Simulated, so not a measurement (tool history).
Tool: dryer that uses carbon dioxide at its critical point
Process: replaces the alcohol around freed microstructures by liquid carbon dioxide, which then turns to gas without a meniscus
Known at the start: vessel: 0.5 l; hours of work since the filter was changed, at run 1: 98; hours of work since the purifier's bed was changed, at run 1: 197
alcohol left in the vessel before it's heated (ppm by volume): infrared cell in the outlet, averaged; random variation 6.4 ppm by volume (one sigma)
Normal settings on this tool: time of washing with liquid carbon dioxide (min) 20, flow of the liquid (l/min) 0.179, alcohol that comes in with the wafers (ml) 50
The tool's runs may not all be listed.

run	hour	time of washing with liquid carbon dioxide (min)	flow of the liquid (l/min)	alcohol that comes in with the wafers (ml)	hours of work since the filter was changed	hours of work since the purifier's bed was changed	alcohol left in the vessel before it's heated (ppm by volume)
1	0.0	20	0.179	50	98	197	518
2	7.2	20	0.179	50	101	200	518
3	20.9	20	0.179	50	106	205	532
4	32.4	20	0.179	50	110	210	546
5	38.7	20	0.179	50	113	212	555
6	51.5	20	0.179	50	117	217	579
7	58.0	20	0.179	50	120	219	559
8	64.7	20	0.179	50	122	222	594
9	77.3	20	0.179	50	127	227	600
10	91.1	20	0.179	50	132	232	612
11	102.5	20	0.179	50	137	236	615
12	109.4	20	0.179	50	139	239	645
13	121.1	20	0.179	50	144	243	648
14	128.4	20	0.179	50	147	246	665
15	136.5	20	0.179	50	150	249	659
16	146.7	20	0.179	50	154	253	701
17	159.7	20	0.179	50	159	258	690
18	169.2	28	0.179	50	162	262	188
19	183.9	28	0.179	50	168	267	187
20	197.7	24	0.110	38	173	273	2003
21	211.3	20	0.255	48	178	278	176
22	219.1	25	0.126	79	181	281	2078
23	226.5	25	0.128	55	184	284	1421
24	241.4	20	0.145	23	190	289	947
25	248.4	32	0.121	80	192	292	884
26	257.2	13	0.274	79	196	295	1239
27	264.9	13	0.274	79	199	298	1266
28	273.7	29	0.274	79	202	302	120
# hour 282.0: inlet filter changed
29	287.4	18	0.271	108	2	306	186
30	297.3	18	0.271	108	6	310	192
31	309.7	18	0.271	30	11	315	134
32	319.7	18	0.271	30	14	319	140
33	330.8	18	0.271	30	19	323	134
34	340.6	18	0.271	30	22	327	149
35	347.4	20	0.178	36	25	329	359
36	356.6	12	0.184	69	28	333	3956
37	366.9	22	0.179	49	32	337	316

Each row is a separate what-if for the run after 37, all from the same tool condition, not one after another. Results?
A	373.3	20	0.179	74	35	339	?
B	373.3	22	0.273	49	35	339	?
C	373.3	21	0.119	93	35	339	?
D	373.3	20	0.179	29	35	339	?

run	alcohol left in the vessel before it's heated (ppm by volume)
A	617
B	137
C	3686
D	314
With no hidden state in the tool, these same runs would have given:
run	alcohol left in the vessel before it's heated (ppm by volume)
A	400
B	12
C	3080
D	156

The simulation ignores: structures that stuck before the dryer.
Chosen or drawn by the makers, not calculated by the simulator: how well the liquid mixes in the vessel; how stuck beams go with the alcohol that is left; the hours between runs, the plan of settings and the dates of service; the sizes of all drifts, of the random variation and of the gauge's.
